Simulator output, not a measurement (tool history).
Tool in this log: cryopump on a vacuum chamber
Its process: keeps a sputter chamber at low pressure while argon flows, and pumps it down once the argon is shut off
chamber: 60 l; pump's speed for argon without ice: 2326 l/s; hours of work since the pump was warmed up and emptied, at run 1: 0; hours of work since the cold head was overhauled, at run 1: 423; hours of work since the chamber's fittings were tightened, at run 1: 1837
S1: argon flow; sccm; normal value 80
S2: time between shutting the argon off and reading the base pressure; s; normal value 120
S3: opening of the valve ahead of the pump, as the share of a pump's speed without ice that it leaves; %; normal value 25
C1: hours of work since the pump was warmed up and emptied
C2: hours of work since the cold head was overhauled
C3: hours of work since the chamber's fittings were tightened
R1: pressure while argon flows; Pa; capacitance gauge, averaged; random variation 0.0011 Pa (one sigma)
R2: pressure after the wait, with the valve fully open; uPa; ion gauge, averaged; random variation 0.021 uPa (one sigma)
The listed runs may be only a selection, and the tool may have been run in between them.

run 1 day=0 | S1=80 S2=120 S3=25 | C1=0 C2=423 C3=1837 | R1=0.2332 R2=0.63
run 2 day=1.362 | S1=80 S2=120 S3=25 | C1=28 C2=452 C3=1865 | R1=0.2338 R2=0.65
run 3 day=2.925 | S1=80 S2=280 S3=25 | C1=60 C2=484 C3=1897 | R1=0.2343 R2=0.55
run 4 day=3.858 | S1=80 S2=120 S3=25 | C1=79 C2=503 C3=1916 | R1=0.2338 R2=0.66
run 5 day=5.417 | S1=80 S2=120 S3=25 | C1=112 C2=535 C3=1949 | R1=0.2359 R2=0.7
run 6 day=6.812 | S1=80 S2=120 S3=48 | C1=140 C2=564 C3=1977 | R1=0.127 R2=0.72
run 7 day=8.704 | S1=80 S2=120 S3=48 | C1=179 C2=603 C3=2016 | R1=0.1287 R2=0.7
run 8 day=10.2 | S1=80 S2=50 S3=25 | C1=210 C2=633 C3=2047 | R1=0.2401 R2=1.04
run 9 day=11.542 | S1=80 S2=120 S3=22 | C1=238 C2=661 C3=2075 | R1=0.2737 R2=0.77
run 10 day=13.162 | S1=80 S2=120 S3=22 | C1=271 C2=694 C3=2108 | R1=0.2743 R2=0.77
run 11 day=14.967 | S1=80 S2=120 S3=24 | C1=308 C2=731 C3=2145 | R1=0.2545 R2=0.79
run 12 day=16.883 | S1=80 S2=120 S3=24 | C1=347 C2=771 C3=2184 | R1=0.2563 R2=0.8
run 13 day=18.338 | S1=32 S2=120 S3=25 | C1=377 C2=801 C3=2214 | R1=0.0991 R2=0.79
run 14 day=19.15 | S1=88 S2=257 S3=25 | C1=394 C2=818 C3=2231 | R1=0.2706 R2=0.73
-- day=20.079 pump warmed up, emptied and cooled again
run 15 day=20.696 | S1=88 S2=257 S3=25 | C1=13 C2=845 C3=2259 | R1=0.257 R2=0.6
run 16 day=22.1 | S1=80 S2=120 S3=40 | C1=42 C2=874 C3=2288 | R1=0.147 R2=0.7
run 17 day=24.075 | S1=40 S2=33 S3=40 | C1=82 C2=915 C3=2328 | R1=0.075 R2=1.28
run 18 day=25.321 | S1=104 S2=25 S3=42 | C1=108 C2=940 C3=2354 | R1=0.1869 R2=1.65
run 19 day=26.583 | S1=50 S2=34 S3=38 | C1=134 C2=966 C3=2380 | R1=0.0987 R2=1.36
run 20 day=27.488 | S1=50 S2=34 S3=38 | C1=152 C2=985 C3=2398 | R1=0.0993 R2=1.33
run 21 day=28.325 | S1=80 S2=285 S3=26 | C1=170 C2=1002 C3=2416 | R1=0.2309 R2=0.63
run 22 day=29.908 | S1=80 S2=285 S3=26 | C1=202 C2=1035 C3=2448 | R1=0.2321 R2=0.73
run 23 day=31.329 | S1=116 S2=82 S3=34 | C1=231 C2=1064 C3=2477 | R1=0.2591 R2=0.91
run 24 day=32.571 | S1=35 S2=120 S3=46 | C1=257 C2=1089 C3=2503 | R1=0.059 R2=0.84

Forecast each of these 5 alternatives for the next run:
run A day=34.183 | S1=41 S2=172 S3=58 | C1=290 C2=1123 C3=2536 | R1=? R2=?
run B day=34.183 | S1=46 S2=64 S3=46 | C1=290 C2=1123 C3=2536 | R1=? R2=?
run C day=34.183 | S1=38 S2=120 S3=25 | C1=290 C2=1123 C3=2536 | R1=? R2=?
run D day=34.183 | S1=35 S2=50 S3=46 | C1=290 C2=1123 C3=2536 | R1=? R2=?
run E day=34.183 | S1=34 S2=141 S3=38 | C1=290 C2=1123 C3=2536 | R1=? R2=?

run=A R1=0.0574 R2=0.78
run=B R1=0.0794 R2=1.04
run=C R1=0.115 R2=0.85
run=D R1=0.0601 R2=1.14
run=E R1=0.0696 R2=0.82
With the hidden condition removed and each run's random variation left untouched, the same runs would have given:
run=A R1=0.0516 R2=0.27
run=B R1=0.0729 R2=0.55
run=C R1=0.1096 R2=0.36
run=D R1=0.0552 R2=0.65
run=E R1=0.0648 R2=0.33
